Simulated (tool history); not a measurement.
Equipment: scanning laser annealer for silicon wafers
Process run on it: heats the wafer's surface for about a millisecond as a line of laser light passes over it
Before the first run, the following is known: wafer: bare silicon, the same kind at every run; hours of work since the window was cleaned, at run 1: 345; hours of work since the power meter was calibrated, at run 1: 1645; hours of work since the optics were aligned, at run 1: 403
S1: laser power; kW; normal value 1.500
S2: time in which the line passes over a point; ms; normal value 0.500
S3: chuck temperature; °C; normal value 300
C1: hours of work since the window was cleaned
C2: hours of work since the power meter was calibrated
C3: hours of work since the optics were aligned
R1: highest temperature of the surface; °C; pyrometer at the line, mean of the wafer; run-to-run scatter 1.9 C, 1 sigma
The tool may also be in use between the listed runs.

run 1 hour=0.0 | S1=1.500 S2=0.500 S3=300 | C1=345 C2=1645 C3=403 | R1=1086
run 2 hour=48.8 | S1=1.500 S2=0.500 S3=300 | C1=365 C2=1665 C3=423 | R1=1086
run 3 hour=101.1 | S1=1.500 S2=0.589 S3=300 | C1=387 C2=1687 C3=445 | R1=1160
run 4 hour=149.5 | S1=1.500 S2=0.461 S3=300 | C1=407 C2=1707 C3=465 | R1=1051
run 5 hour=209.8 | S1=1.500 S2=0.500 S3=300 | C1=432 C2=1732 C3=490 | R1=1083
run 6 hour=306.5 | S1=1.500 S2=0.500 S3=336 | C1=472 C2=1772 C3=530 | R1=1116
run 7 hour=393.8 | S1=1.500 S2=0.500 S3=336 | C1=509 C2=1808 C3=566 | R1=1111
run 8 hour=459.3 | S1=1.500 S2=0.500 S3=336 | C1=536 C2=1836 C3=594 | R1=1117
run 9 hour=502.1 | S1=1.500 S2=0.500 S3=300 | C1=554 C2=1853 C3=611 | R1=1077
run 10 hour=547.8 | S1=1.500 S2=0.500 S3=300 | C1=573 C2=1872 C3=630 | R1=1072
run 11 hour=624.7 | S1=1.500 S2=0.500 S3=300 | C1=605 C2=1904 C3=662 | R1=1075
run 12 hour=676.1 | S1=1.500 S2=0.500 S3=300 | C1=626 C2=1926 C3=684 | R1=1076
run 13 hour=741.2 | S1=1.500 S2=0.500 S3=300 | C1=653 C2=1953 C3=711 | R1=1075
run 14 hour=815.1 | S1=1.500 S2=0.500 S3=300 | C1=684 C2=1984 C3=742 | R1=1067
-- hour=876.3 window over the wafer cleaned
run 15 hour=907.0 | S1=1.500 S2=0.500 S3=282 | C1=13 C2=2021 C3=779 | R1=1076
run 16 hour=959.7 | S1=1.500 S2=0.376 S3=300 | C1=35 C2=2043 C3=801 | R1=978
run 17 hour=1053.0 | S1=1.500 S2=0.376 S3=300 | C1=73 C2=2082 C3=840 | R1=980
run 18 hour=1095.4 | S1=1.340 S2=0.500 S3=300 | C1=91 C2=2099 C3=857 | R1=991
run 19 hour=1149.8 | S1=1.340 S2=0.500 S3=300 | C1=114 C2=2122 C3=880 | R1=988
-- hour=1209.5 optics aligned, line set to its width
run 20 hour=1245.6 | S1=1.340 S2=0.500 S3=300 | C1=152 C2=2160 C3=15 | R1=996
run 21 hour=1301.0 | S1=1.340 S2=0.500 S3=300 | C1=175 C2=2183 C3=38 | R1=997
run 22 hour=1376.4 | S1=1.340 S2=0.500 S3=300 | C1=206 C2=2214 C3=69 | R1=994
run 23 hour=1469.6 | S1=1.340 S2=0.500 S3=300 | C1=245 C2=2253 C3=108 | R1=987
run 24 hour=1542.9 | S1=1.327 S2=0.529 S3=339 | C1=275 C2=2283 C3=139 | R1=1045
run 25 hour=1634.9 | S1=1.482 S2=0.608 S3=340 | C1=313 C2=2322 C3=177 | R1=1202
run 26 hour=1700.3 | S1=1.286 S2=0.500 S3=300 | C1=341 C2=2349 C3=204 | R1=949
run 27 hour=1768.2 | S1=1.286 S2=0.500 S3=300 | C1=369 C2=2377 C3=232 | R1=952
run 28 hour=1841.0 | S1=1.465 S2=0.500 S3=295 | C1=399 C2=2407 C3=263 | R1=1055
run 29 hour=1900.8 | S1=1.588 S2=0.537 S3=304 | C1=424 C2=2432 C3=288 | R1=1176
run 30 hour=1998.4 | S1=1.388 S2=0.477 S3=268 | C1=465 C2=2473 C3=328 | R1=962
run 31 hour=2060.4 | S1=1.470 S2=0.500 S3=275 | C1=490 C2=2499 C3=354 | R1=1035
run 32 hour=2118.4 | S1=1.325 S2=0.500 S3=273 | C1=515 C2=2523 C3=378 | R1=943
run 33 hour=2170.6 | S1=1.644 S2=0.481 S3=274 | C1=536 C2=2544 C3=400 | R1=1123
run 34 hour=2215.9 | S1=1.559 S2=0.500 S3=282 | C1=555 C2=2563 C3=419 | R1=1089
run 35 hour=2292.6 | S1=1.448 S2=0.388 S3=300 | C1=587 C2=2595 C3=450 | R1=943

Forecast run 36:
run 36 hour=2362.2 | S1=1.500 S2=0.353 S3=326 | C1=616 C2=2624 C3=479 | R1=?

R1: 963 °C
The same run, on a tool lacking any hidden state, would have yielded R1 997 °C.
